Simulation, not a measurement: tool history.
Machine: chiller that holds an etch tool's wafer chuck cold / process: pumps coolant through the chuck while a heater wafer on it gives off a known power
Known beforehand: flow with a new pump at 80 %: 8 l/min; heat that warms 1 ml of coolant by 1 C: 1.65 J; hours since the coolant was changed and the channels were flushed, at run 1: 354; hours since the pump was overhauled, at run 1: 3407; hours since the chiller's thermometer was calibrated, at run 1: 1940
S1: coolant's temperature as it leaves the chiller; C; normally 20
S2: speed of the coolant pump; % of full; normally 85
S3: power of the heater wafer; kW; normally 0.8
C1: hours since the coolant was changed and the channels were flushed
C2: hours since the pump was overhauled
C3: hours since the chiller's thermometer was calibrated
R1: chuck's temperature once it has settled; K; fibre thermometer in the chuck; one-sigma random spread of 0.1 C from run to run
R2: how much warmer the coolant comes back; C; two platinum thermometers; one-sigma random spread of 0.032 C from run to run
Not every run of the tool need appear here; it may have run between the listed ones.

run,hour,S1,S2,S3,C1,C2,C3,R1,R2
1,0,20,85,0.8,354,3407,1940,301.55,4
2,147.1,20,85,0.8,501,3554,2087,301.75,4
3,212.7,20,85,0.8,567,3620,2152,301.45,4.02
4,309.7,20,85,0.8,664,3717,2249,301.45,4.11
5,431.3,20,85,0.8,786,3838,2371,301.75,4.11
6,554.8,20,85,0.8,909,3962,2494,301.75,4.13
7,653.7,13,92,0.941,1008,4061,2593,295.85,4.5
8,739.3,20,92,1.178,1094,4146,2679,305.45,5.6
9,830.6,11,61,0.8,1185,4238,2770,295.15,5.78
10,967.7,11,61,0.8,1322,4375,2907,295.35,5.84
11,1117.8,11,61,0.8,1472,4525,3057,295.35,5.87
# hour 1177.4: chiller's thermometer calibrated
12,1244.6,20,79,0.8,1598,4651,67,302.85,4.65

Each row is a separate what-if for the run after 12, all from the same tool condition, not one after another. Results?
A,1343.9,14,94,0.832,1697,4750,166,?,?
B,1343.9,19,92,1.139,1697,4750,166,?,?
C,1343.9,16,79,0.8,1697,4750,166,?,?
D,1343.9,20,92,0.887,1697,4750,166,?,?

run,R1,R2
A,296.05,4.05
B,304.65,5.63
C,299.05,4.61
D,302.95,4.38
Stripped of hidden state, with their random variation kept, the same runs would have yielded:
run,R1,R2
A,294.35,3.25
B,302.35,4.51
C,297.15,3.69
D,301.05,3.51
